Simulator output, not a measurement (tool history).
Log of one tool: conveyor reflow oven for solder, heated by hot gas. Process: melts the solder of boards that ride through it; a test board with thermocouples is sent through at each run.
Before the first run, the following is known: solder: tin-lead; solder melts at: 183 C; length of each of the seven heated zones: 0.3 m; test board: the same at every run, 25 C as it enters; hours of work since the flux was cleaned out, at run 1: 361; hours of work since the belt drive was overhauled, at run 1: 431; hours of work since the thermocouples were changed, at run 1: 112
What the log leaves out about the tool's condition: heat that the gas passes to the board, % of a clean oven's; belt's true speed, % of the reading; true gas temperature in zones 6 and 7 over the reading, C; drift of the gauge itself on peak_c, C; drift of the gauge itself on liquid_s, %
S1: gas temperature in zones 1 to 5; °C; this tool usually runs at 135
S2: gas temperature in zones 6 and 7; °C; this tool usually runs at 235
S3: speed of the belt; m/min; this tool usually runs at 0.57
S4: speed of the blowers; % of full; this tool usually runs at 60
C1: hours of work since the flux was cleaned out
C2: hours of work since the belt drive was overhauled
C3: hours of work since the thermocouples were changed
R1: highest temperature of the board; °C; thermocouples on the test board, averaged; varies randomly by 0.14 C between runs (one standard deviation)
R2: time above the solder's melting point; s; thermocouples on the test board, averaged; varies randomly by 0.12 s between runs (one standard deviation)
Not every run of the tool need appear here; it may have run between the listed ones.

{"run": 1, "day": 0.0, "S1": 135, "S2": 235, "S3": 0.57, "S4": 60, "C1": 361, "C2": 431, "C3": 112, "R1": 211.4, "R2": 41.9}
{"run": 2, "day": 0.492, "S1": 135, "S2": 235, "S3": 0.57, "S4": 60, "C1": 368, "C2": 439, "C3": 119, "R1": 211.4, "R2": 41.8}
{"run": 3, "day": 0.933, "S1": 135, "S2": 235, "S3": 0.497, "S4": 60, "C1": 375, "C2": 446, "C3": 126, "R1": 216.2, "R2": 52.8}
{"run": 4, "day": 1.371, "S1": 135, "S2": 235, "S3": 0.57, "S4": 60, "C1": 382, "C2": 452, "C3": 133, "R1": 211.3, "R2": 41.7}
{"run": 5, "day": 1.792, "S1": 135, "S2": 230, "S3": 0.57, "S4": 60, "C1": 388, "C2": 459, "C3": 139, "R1": 207.5, "R2": 38.2}
{"run": 6, "day": 2.675, "S1": 135, "S2": 235, "S3": 0.664, "S4": 60, "C1": 402, "C2": 472, "C3": 153, "R1": 205.1, "R2": 29.9}
{"day": 3.542, "done": "flux residue cleaned out of gas plates and filters"}
{"run": 7, "day": 3.7, "S1": 135, "S2": 235, "S3": 0.57, "S4": 60, "C1": 2, "C2": 485, "C3": 166, "R1": 213.3, "R2": 43.6}
{"run": 8, "day": 4.321, "S1": 135, "S2": 235, "S3": 0.57, "S4": 60, "C1": 12, "C2": 495, "C3": 175, "R1": 213.2, "R2": 43.5}
{"run": 9, "day": 4.771, "S1": 135, "S2": 235, "S3": 0.57, "S4": 60, "C1": 19, "C2": 502, "C3": 182, "R1": 213.2, "R2": 43.6}
{"run": 10, "day": 5.646, "S1": 135, "S2": 235, "S3": 0.57, "S4": 53, "C1": 32, "C2": 515, "C3": 196, "R1": 211.4, "R2": 42}
{"run": 11, "day": 6.467, "S1": 135, "S2": 235, "S3": 0.495, "S4": 60, "C1": 45, "C2": 528, "C3": 208, "R1": 217.7, "R2": 54.8}
{"run": 12, "day": 7.283, "S1": 135, "S2": 235, "S3": 0.57, "S4": 60, "C1": 58, "C2": 540, "C3": 221, "R1": 213.1, "R2": 43.4}
{"run": 13, "day": 7.771, "S1": 135, "S2": 235, "S3": 0.57, "S4": 60, "C1": 65, "C2": 548, "C3": 228, "R1": 213, "R2": 43.2}
{"run": 14, "day": 8.171, "S1": 135, "S2": 235, "S3": 0.57, "S4": 60, "C1": 71, "C2": 554, "C3": 235, "R1": 212.9, "R2": 43.3}
{"run": 15, "day": 8.967, "S1": 135, "S2": 235, "S3": 0.57, "S4": 76, "C1": 84, "C2": 566, "C3": 247, "R1": 216.1, "R2": 46}
{"run": 16, "day": 9.45, "S1": 140, "S2": 235, "S3": 0.57, "S4": 76, "C1": 91, "C2": 574, "C3": 254, "R1": 216.9, "R2": 47.9}
{"run": 17, "day": 9.967, "S1": 144, "S2": 235, "S3": 0.548, "S4": 60, "C1": 99, "C2": 582, "C3": 262, "R1": 215.8, "R2": 50.4}
{"run": 18, "day": 10.488, "S1": 135, "S2": 235, "S3": 0.645, "S4": 60, "C1": 107, "C2": 590, "C3": 270, "R1": 207.8, "R2": 33.8}
{"run": 19, "day": 11.367, "S1": 135, "S2": 240, "S3": 0.494, "S4": 60, "C1": 121, "C2": 603, "C3": 284, "R1": 221.6, "R2": 57.4}
{"run": 20, "day": 11.825, "S1": 135, "S2": 240, "S3": 0.494, "S4": 60, "C1": 128, "C2": 611, "C3": 291, "R1": 221.4, "R2": 57.6}
{"run": 21, "day": 12.454, "S1": 131, "S2": 235, "S3": 0.57, "S4": 60, "C1": 138, "C2": 620, "C3": 301, "R1": 211.2, "R2": 41}
{"run": 22, "day": 12.917, "S1": 135, "S2": 235, "S3": 0.57, "S4": 60, "C1": 145, "C2": 627, "C3": 308, "R1": 212.3, "R2": 42.9}
{"run": 23, "day": 13.617, "S1": 135, "S2": 231, "S3": 0.57, "S4": 83, "C1": 156, "C2": 638, "C3": 319, "R1": 213, "R2": 44.2}
{"run": 24, "day": 14.367, "S1": 127, "S2": 235, "S3": 0.57, "S4": 88, "C1": 167, "C2": 650, "C3": 330, "R1": 215.8, "R2": 44.2}
{"run": 25, "day": 14.838, "S1": 122, "S2": 248, "S3": 0.608, "S4": 78, "C1": 174, "C2": 657, "C3": 338, "R1": 221.5, "R2": 43.1}
{"run": 26, "day": 15.462, "S1": 147, "S2": 235, "S3": 0.57, "S4": 54, "C1": 184, "C2": 667, "C3": 347, "R1": 213, "R2": 47.3}
{"run": 27, "day": 15.829, "S1": 135, "S2": 235, "S3": 0.465, "S4": 66, "C1": 190, "C2": 672, "C3": 353, "R1": 219.7, "R2": 60.2}

Each row is a separate what-if for the run after 27, all from the same tool condition, not one after another. Results?
{"run": "A", "day": 16.196, "S1": 135, "S2": 235, "S3": 0.67, "S4": 59, "C1": 195, "C2": 678, "C3": 358, "R1": "?", "R2": "?"}
{"run": "B", "day": 16.196, "S1": 124, "S2": 235, "S3": 0.465, "S4": 66, "C1": 195, "C2": 678, "C3": 358, "R1": "?", "R2": "?"}
{"run": "C", "day": 16.196, "S1": 135, "S2": 235, "S3": 0.629, "S4": 66, "C1": 195, "C2": 678, "C3": 358, "R1": "?", "R2": "?"}
{"run": "D", "day": 16.196, "S1": 148, "S2": 235, "S3": 0.594, "S4": 60, "C1": 195, "C2": 678, "C3": 358, "R1": "?", "R2": "?"}

run=A R1=205.4 R2=30.3
run=B R1=218.3 R2=55.9
run=C R1=209.8 R2=36.7
run=D R1=213.2 R2=45.5
With the hidden condition removed and each run's random variation left untouched, the same runs would have given:
run=A R1=207.2 R2=31.3
run=B R1=220.1 R2=56.3
run=C R1=211.7 R2=37.5
run=D R1=215 R2=45.9
